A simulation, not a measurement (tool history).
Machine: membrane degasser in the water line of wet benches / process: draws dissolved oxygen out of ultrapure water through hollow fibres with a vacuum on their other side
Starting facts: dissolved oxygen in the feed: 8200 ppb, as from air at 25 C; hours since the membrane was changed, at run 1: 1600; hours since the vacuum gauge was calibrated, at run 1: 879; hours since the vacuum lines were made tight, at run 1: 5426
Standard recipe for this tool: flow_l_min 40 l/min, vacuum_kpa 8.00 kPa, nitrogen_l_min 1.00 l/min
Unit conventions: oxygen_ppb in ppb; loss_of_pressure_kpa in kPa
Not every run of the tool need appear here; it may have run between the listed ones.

run   hour  flow_l_min  vacuum_kpa  nitrogen_l_min  hours since the membrane was changed  hours since the vacuum gauge was calibrated  hours since the vacuum lines were made tight  oxygen_ppb  loss_of_pressure_kpa
  1    0.0          40        8.00            1.00                                  1600                                          879                                          5426       372.5                 56.24
  2   91.0          40        8.00            1.00                                  1691                                          970                                          5517       372.5                 56.31
  3  221.3          40        8.00            1.00                                  1821                                         1101                                          5647       370.2                 56.26
     232.5  -- vacuum gauge calibrated
  4  315.9          40        8.00            1.00                                  1915                                           83                                          5741       373.9                 56.17
  5  400.3          40        8.00            0.60                                  2000                                          168                                          5825       538.1                 56.70
  6  471.2          35       17.65            0.67                                  2070                                          239                                          5896      1265.2                 49.32
  7  597.2          35       17.65            0.67                                  2196                                          365                                          6022      1252.4                 49.30
  8  703.5          35       17.65            0.67                                  2303                                          471                                          6129      1259.9                 49.56
     752.4  -- vacuum gauge calibrated, once more
  9  839.0          35       17.65            0.67                                  2438                                           87                                          6264      1270.7                 49.71
 10  900.3          62        5.55            0.67                                  2499                                          148                                          6325       345.7                 87.46

3 options for the next run, each taken on its own from the tool as it stands now. Forecast them:
  A  969.3          62        7.49            2.97                                  2568                                          217                                          6394           ?                     ?
  B  969.3          62        5.48            0.61                                  2568                                          217                                          6394           ?                     ?
  C  969.3          40        5.11            1.70                                  2568                                          217                                          6394           ?                     ?

run  oxygen_ppb  loss_of_pressure_kpa
  A       207.6                 87.53
  B       357.6                 87.72
  C       100.4                 56.60
With the hidden condition removed and each run's random variation left untouched, the same runs would have given:
run  oxygen_ppb  loss_of_pressure_kpa
  A       205.2                 85.99
  B       356.8                 86.18
  C        99.2                 55.61
